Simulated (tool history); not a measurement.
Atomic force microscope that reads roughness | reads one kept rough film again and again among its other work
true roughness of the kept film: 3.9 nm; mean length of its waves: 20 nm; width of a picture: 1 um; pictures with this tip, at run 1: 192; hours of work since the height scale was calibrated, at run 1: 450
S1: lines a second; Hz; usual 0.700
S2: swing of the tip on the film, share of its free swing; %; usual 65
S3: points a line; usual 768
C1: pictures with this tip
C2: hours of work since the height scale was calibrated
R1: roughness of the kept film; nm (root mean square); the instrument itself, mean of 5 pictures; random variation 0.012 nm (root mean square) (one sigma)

run	hour	S1	S2	S3	C1	C2	R1
1	0.0	0.700	65	768	192	450	1.646
# hour 8.8: new tip fitted
2	14.6	0.700	65	768	9	460	2.627
3	24.5	0.700	83	768	24	467	2.382
4	38.6	0.700	83	768	46	476	2.211
5	54.7	0.700	83	768	71	487	2.052
6	71.4	0.700	83	768	97	498	1.923
7	81.4	0.700	80	768	112	505	1.844
8	94.2	0.700	65	768	132	514	1.841
9	114.3	0.700	65	768	163	527	1.717
10	137.6	3.725	65	768	199	543	1.400
# hour 141.1: new tip fitted
11	154.0	0.700	65	768	20	554	2.520
12	176.7	0.700	65	768	55	569	2.235
13	189.5	0.700	65	768	74	578	2.112
14	207.4	0.700	65	768	102	590	1.966
15	217.8	0.700	65	768	118	597	1.899
16	241.1	0.700	65	768	154	613	1.744
17	254.4	0.700	65	768	175	622	1.677
18	265.7	0.700	65	768	192	629	1.611
# hour 274.1: new tip fitted
19	285.9	0.700	61	768	19	643	2.565
20	301.9	0.555	65	768	43	653	2.374
21	313.1	0.555	65	768	61	661	2.260
22	324.7	0.555	65	768	79	669	2.151
23	335.6	0.700	65	768	95	676	2.032
24	353.2	0.953	65	768	123	688	1.864
25	363.2	3.638	65	768	138	695	1.616
26	374.8	3.638	65	768	156	703	1.553
27	384.8	3.638	70	256	171	709	1.373
28	399.7	0.696	62	289	194	719	1.571
# hour 402.7: height scale calibrated on a step standard
# hour 407.1: new tip fitted
29	423.0	0.696	62	289	24	13	2.451
30	433.6	0.595	65	383	40	21	2.365
31	443.9	1.203	88	500	56	28	1.964
32	457.1	1.203	88	500	77	36	1.857
33	478.8	0.613	78	444	110	51	1.897
34	494.7	2.441	78	926	135	62	1.549
35	513.4	2.441	78	926	164	74	1.455
# hour 516.8: height scale calibrated on a step standard, once more
36	529.9	2.441	78	926	188	9	1.352
# hour 541.2: new tip fitted
37	541.8	2.441	77	926	1	17	2.275
38	557.7	0.918	65	876	26	27	2.456
39	569.8	0.918	65	876	44	35	2.326
40	580.8	0.918	65	876	61	43	2.210
41	600.7	0.918	85	597	92	56	1.901
42	624.2	3.819	83	888	128	72	1.358
43	638.2	0.700	65	258	150	82	1.723
44	661.1	0.700	65	258	185	97	1.614
# hour 674.3: new tip fitted
45	681.8	0.700	65	258	12	111	2.543
46	702.5	0.700	65	482	44	125	2.380
47	724.6	0.571	65	290	78	140	2.130
48	738.4	0.571	65	290	99	149	2.000
49	749.6	0.563	81	425	116	157	1.887
50	765.5	2.360	64	274	141	167	1.679
51	780.3	3.346	66	274	164	177	1.515
52	792.0	2.095	81	889	182	185	1.415

Forecast each of these 4 alternatives for the next run:
A	803.1	0.519	65	768	199	193	?
B	803.1	0.974	58	537	199	193	?
C	803.1	2.179	81	889	199	193	?
D	803.1	0.700	63	768	199	193	?

run	R1
A	1.617
B	1.593
C	1.346
D	1.599
Without the tool's hidden state the same runs would have given:
run	R1
A	2.750
B	2.698
C	2.283
D	2.710

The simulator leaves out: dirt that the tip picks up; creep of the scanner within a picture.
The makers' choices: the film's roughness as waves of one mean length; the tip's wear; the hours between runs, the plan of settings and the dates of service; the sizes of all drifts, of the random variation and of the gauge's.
